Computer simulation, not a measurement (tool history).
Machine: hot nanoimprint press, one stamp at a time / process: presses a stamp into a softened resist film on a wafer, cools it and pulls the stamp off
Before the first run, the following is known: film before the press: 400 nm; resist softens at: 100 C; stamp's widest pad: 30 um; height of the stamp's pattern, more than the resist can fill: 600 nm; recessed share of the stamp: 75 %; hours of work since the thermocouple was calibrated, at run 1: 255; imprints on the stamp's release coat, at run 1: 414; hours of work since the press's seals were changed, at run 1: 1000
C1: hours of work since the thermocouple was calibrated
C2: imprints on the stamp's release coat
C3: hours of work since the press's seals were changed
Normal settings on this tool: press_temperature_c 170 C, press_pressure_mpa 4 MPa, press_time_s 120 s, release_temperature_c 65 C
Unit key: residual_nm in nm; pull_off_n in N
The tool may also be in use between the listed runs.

Run 1, hour 0: usual settings; C1 255; C2 414; C3 1000. Result: residual_nm 225.3 nm, pull_off_n 102 N.
At hour 22.8: plate thermocouple calibrated.
Run 2, hour 63.2: usual settings; C1 19; C2 519; C3 1028. Result: residual_nm 227.9 nm, pull_off_n 104 N.
Run 3, hour 100: usual settings but release_temperature_c 73 C; C1 36; C2 583; C3 1045. Result: residual_nm 227.8 nm, pull_off_n 82 N.
At hour 147: stamp cleaned and given a new release coat.
Run 4, hour 149.7: usual settings but press_time_s 133 s; C1 56; C2 5; C3 1065. Result: residual_nm 215.5 nm, pull_off_n 104 N.
Run 5, hour 215.8: usual settings but press_time_s 133 s; C1 87; C2 121; C3 1096. Result: residual_nm 218.2 nm, pull_off_n 102 N.
Run 6, hour 292: usual settings but press_time_s 133 s; C1 122; C2 254; C3 1131. Result: residual_nm 220 nm, pull_off_n 102 N.
Run 7, hour 352.8: usual settings but press_time_s 133 s; C1 150; C2 360; C3 1159. Result: residual_nm 220 nm, pull_off_n 105 N.
Run 8, hour 387.1: usual settings; C1 166; C2 421; C3 1175. Result: residual_nm 226.6 nm, pull_off_n 102 N.
At hour 454: press's hydraulic seals changed and the load cell set to zero.
Run 9, hour 455.9: usual settings; C1 194; C2 527; C3 1. Result: residual_nm 227.6 nm, pull_off_n 104 N.
Run 10, hour 524.9: usual settings; C1 226; C2 648; C3 33. Result: residual_nm 226.2 nm, pull_off_n 104 N.
At hour 535.3: stamp cleaned and given a new release coat.
Run 11, hour 595: usual settings; C1 256; C2 105; C3 62. Result: residual_nm 225.8 nm, pull_off_n 104 N.
At hour 616: plate thermocouple calibrated.
Run 12, hour 675: usual settings but press_pressure_mpa 2.93 MPa; C1 27; C2 240; C3 98. Result: residual_nm 256.2 nm, pull_off_n 103 N.
Run 13, hour 726.8: usual settings; C1 51; C2 330; C3 122. Result: residual_nm 227.2 nm, pull_off_n 101 N.
Run 14, hour 766.8: usual settings but press_time_s 189 s; C1 70; C2 400; C3 141. Result: residual_nm 194.2 nm, pull_off_n 101 N.
Run 15, hour 799.7: usual settings; C1 85; C2 458; C3 156. Result: residual_nm 225.7 nm, pull_off_n 105 N.
Run 16, hour 836.1: usual settings but press_temperature_c 165 C, press_pressure_mpa 5.53 MPa, press_time_s 152 s, release_temperature_c 69 C; C1 102; C2 522; C3 173. Result: residual_nm 232.8 nm, pull_off_n 90 N.
At hour 915.6: stamp cleaned and given a new release coat.
Run 17, hour 921: usual settings but press_temperature_c 165 C, press_pressure_mpa 5.53 MPa, press_time_s 152 s, release_temperature_c 69 C; C1 138; C2 10; C3 209. Result: residual_nm 234.2 nm, pull_off_n 90 N.
Run 18, hour 987.5: usual settings but press_temperature_c 164 C, press_pressure_mpa 4.35 MPa, press_time_s 131 s, release_temperature_c 66 C; C1 169; C2 126; C3 240. Result: residual_nm 273.4 nm, pull_off_n 100 N.
Run 19, hour 1024.3: usual settings but press_temperature_c 164 C, press_pressure_mpa 4.35 MPa, press_time_s 131 s, release_temperature_c 66 C; C1 186; C2 191; C3 257. Result: residual_nm 276.1 nm, pull_off_n 98 N.
Run 20, hour 1087.3: usual settings but press_pressure_mpa 2.79 MPa; C1 215; C2 301; C3 286. Result: residual_nm 257 nm, pull_off_n 104 N.
Run 21, hour 1120.5: usual settings but press_pressure_mpa 3.84 MPa, press_time_s 78 s, release_temperature_c 68 C; C1 231; C2 359; C3 302. Result: residual_nm 259.8 nm, pull_off_n 94 N.
Run 22, hour 1165: usual settings but press_temperature_c 166 C, press_pressure_mpa 3.03 MPa, press_time_s 142 s, release_temperature_c 58 C; C1 251; C2 437; C3 322. Result: residual_nm 280.8 nm, pull_off_n 121 N.
At hour 1194: plate thermocouple calibrated.
Run 23, hour 1209.9: usual settings but press_temperature_c 166 C, press_pressure_mpa 3.03 MPa, press_time_s 142 s, release_temperature_c 58 C; C1 7; C2 510; C3 342. Result: residual_nm 282.6 nm, pull_off_n 124 N.
Run 24, hour 1278.2: usual settings but press_temperature_c 166 C, press_pressure_mpa 3.03 MPa, press_time_s 142 s, release_temperature_c 58 C; C1 39; C2 630; C3 373. Result: residual_nm 281.6 nm, pull_off_n 125 N.
At hour 1295.7: stamp cleaned and given a new release coat.
Run 25, hour 1327.3: usual settings but press_temperature_c 177 C, press_pressure_mpa 3.03 MPa, press_time_s 61 s, release_temperature_c 55 C; C1 59; C2 55; C3 393. Result: residual_nm 230.4 nm, pull_off_n 129 N.
Run 26, hour 1405.3: usual settings but press_temperature_c 171 C, press_pressure_mpa 3.59 MPa; C1 95; C2 192; C3 429. Result: residual_nm 224.6 nm, pull_off_n 105 N.
Run 27, hour 1478: usual settings but press_temperature_c 174 C, press_pressure_mpa 4.96 MPa, press_time_s 125 s, release_temperature_c 53 C; C1 129; C2 319; C3 463. Result: residual_nm 164.5 nm, pull_off_n 138 N.
Run 28, hour 1530.7: usual settings but press_temperature_c 178 C, press_pressure_mpa 2.96 MPa, release_temperature_c 53 C; C1 153; C2 411; C3 487. Result: residual_nm 178.1 nm, pull_off_n 135 N.
Run 29, hour 1593.6: usual settings but press_temperature_c 158 C, release_temperature_c 70 C; C1 182; C2 521; C3 516. Result: residual_nm 344.7 nm, pull_off_n 90 N.

Each row is a separate what-if for the run after 29, all from the same tool condition, not one after another. Results?
Run A, hour 1645.6: usual settings but release_temperature_c 59 C; C1 206; C2 612; C3 540. Result: residual_nm ?, pull_off_n ?.
Run B, hour 1645.6: usual settings but press_temperature_c 165 C; C1 206; C2 612; C3 540. Result: residual_nm ?, pull_off_n ?.
Run C, hour 1645.6: usual settings but press_temperature_c 158 C, press_pressure_mpa 3.68 MPa, release_temperature_c 70 C; C1 206; C2 612; C3 540. Result: residual_nm ?, pull_off_n ?.
Run D, hour 1645.6: usual settings but press_temperature_c 168 C, release_temperature_c 64 C; C1 206; C2 612; C3 540. Result: residual_nm ?, pull_off_n ?.
Run E, hour 1645.6: usual settings but press_temperature_c 172 C; C1 206; C2 612; C3 540. Result: residual_nm ?, pull_off_n ?.

run  residual_nm  pull_off_n
  A        226.3         120
  B        275.4         103
  C        348.9          90
  D        246.1         105
  E        206.7         106
Had the tool no hidden state, the same runs would have come out as:
run  residual_nm  pull_off_n
  A        226.5         120
  B        275.6         102
  C          349          89
  D        246.4         104
  E        206.9         106
